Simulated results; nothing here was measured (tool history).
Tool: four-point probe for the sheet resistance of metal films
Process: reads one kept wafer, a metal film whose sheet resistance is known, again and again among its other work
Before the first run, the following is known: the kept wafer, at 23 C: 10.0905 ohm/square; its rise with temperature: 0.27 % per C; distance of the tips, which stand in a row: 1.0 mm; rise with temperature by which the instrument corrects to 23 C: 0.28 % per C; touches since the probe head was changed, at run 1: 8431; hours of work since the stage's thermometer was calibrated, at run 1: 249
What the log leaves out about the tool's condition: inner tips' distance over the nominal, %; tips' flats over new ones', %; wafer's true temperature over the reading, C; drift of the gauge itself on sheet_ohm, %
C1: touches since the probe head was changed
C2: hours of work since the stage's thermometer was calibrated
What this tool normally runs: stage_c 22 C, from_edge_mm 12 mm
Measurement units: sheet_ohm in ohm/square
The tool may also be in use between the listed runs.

Run 1, hour 0.0: usual settings; C1 8431; C2 249. Result: sheet_ohm 10.213378 ohm/square.
Run 2, hour 11.0: usual settings; C1 8819; C2 256. Result: sheet_ohm 10.213319 ohm/square.
Run 3, hour 19.8: usual settings but stage_c 21 C; C1 9129; C2 262. Result: sheet_ohm 10.216668 ohm/square.
Run 4, hour 34.3: usual settings but stage_c 26 C; C1 9637; C2 271. Result: sheet_ohm 10.211378 ohm/square.
Run 5, hour 45.8: usual settings; C1 10040; C2 279. Result: sheet_ohm 10.215037 ohm/square.
Run 6, hour 60.5: usual settings but from_edge_mm 75 mm; C1 10560; C2 288. Result: sheet_ohm 10.179534 ohm/square.
Run 7, hour 68.0: usual settings but from_edge_mm 75 mm; C1 10820; C2 293. Result: sheet_ohm 10.176913 ohm/square.
Run 8, hour 77.6: usual settings; C1 11160; C2 300. Result: sheet_ohm 10.214019 ohm/square.
Run 9, hour 87.3: usual settings; C1 11501; C2 306. Result: sheet_ohm 10.212222 ohm/square.
Run 10, hour 99.0: usual settings; C1 11912; C2 314. Result: sheet_ohm 10.211755 ohm/square.
Run 11, hour 111.3: usual settings but from_edge_mm 8 mm; C1 12343; C2 322. Result: sheet_ohm 10.257716 ohm/square.
Run 12, hour 124.8: usual settings but from_edge_mm 51 mm; C1 12818; C2 330. Result: sheet_ohm 10.179424 ohm/square.
Run 13, hour 139.3: usual settings but from_edge_mm 6 mm; C1 13327; C2 340. Result: sheet_ohm 10.326229 ohm/square.
Run 14, hour 151.9: usual settings but from_edge_mm 6 mm; C1 13770; C2 348. Result: sheet_ohm 10.325278 ohm/square.
Run 15, hour 166.1: usual settings but from_edge_mm 6 mm; C1 14270; C2 357. Result: sheet_ohm 10.326304 ohm/square.
Run 16, hour 181.0: usual settings; C1 14794; C2 367. Result: sheet_ohm 10.207912 ohm/square.
Run 17, hour 197.4: usual settings; C1 15370; C2 378. Result: sheet_ohm 10.211264 ohm/square.
Run 18, hour 208.8: usual settings; C1 15773; C2 385. Result: sheet_ohm 10.212321 ohm/square.
Run 19, hour 218.1: usual settings; C1 16097; C2 391. Result: sheet_ohm 10.209987 ohm/square.
Run 20, hour 227.4: usual settings; C1 16425; C2 397. Result: sheet_ohm 10.210729 ohm/square.
Run 21, hour 236.3: usual settings; C1 16740; C2 403. Result: sheet_ohm 10.210022 ohm/square.
Run 22, hour 252.7: usual settings; C1 17314; C2 414. Result: sheet_ohm 10.208310 ohm/square.
Run 23, hour 268.3: usual settings; C1 17864; C2 424. Result: sheet_ohm 10.209825 ohm/square.
Run 24, hour 284.8: usual settings but stage_c 27 C, from_edge_mm 3 mm; C1 18444; C2 435. Result: sheet_ohm 10.739758 ohm/square.
Run 25, hour 296.2: usual settings but stage_c 27 C, from_edge_mm 3 mm; C1 18843; C2 442. Result: sheet_ohm 10.741315 ohm/square.
Run 26, hour 305.5: usual settings but stage_c 27 C, from_edge_mm 3 mm; C1 19173; C2 448. Result: sheet_ohm 10.740153 ohm/square.
Run 27, hour 315.2: usual settings but stage_c 27 C, from_edge_mm 58 mm; C1 19514; C2 455. Result: sheet_ohm 10.168612 ohm/square.
Run 28, hour 327.1: usual settings but stage_c 33 C, from_edge_mm 42 mm; C1 19932; C2 462. Result: sheet_ohm 10.166069 ohm/square.
Run 29, hour 342.2: usual settings but stage_c 33 C, from_edge_mm 42 mm; C1 20460; C2 472. Result: sheet_ohm 10.167683 ohm/square.
Run 30, hour 353.3: usual settings but stage_c 33 C, from_edge_mm 42 mm; C1 20850; C2 480. Result: sheet_ohm 10.169006 ohm/square.

Run 31 comes next. What will it give?
Run 31, hour 362.3: usual settings but stage_c 26 C, from_edge_mm 27 mm; C1 21169; C2 485. Result: sheet_ohm ?.

{"run 31": {"sheet_ohm": 10.172959}}
Take away the tool's hidden state, keep the run-to-run variation as it was, and the same run would have given sheet_ohm 10.094518 ohm/square.
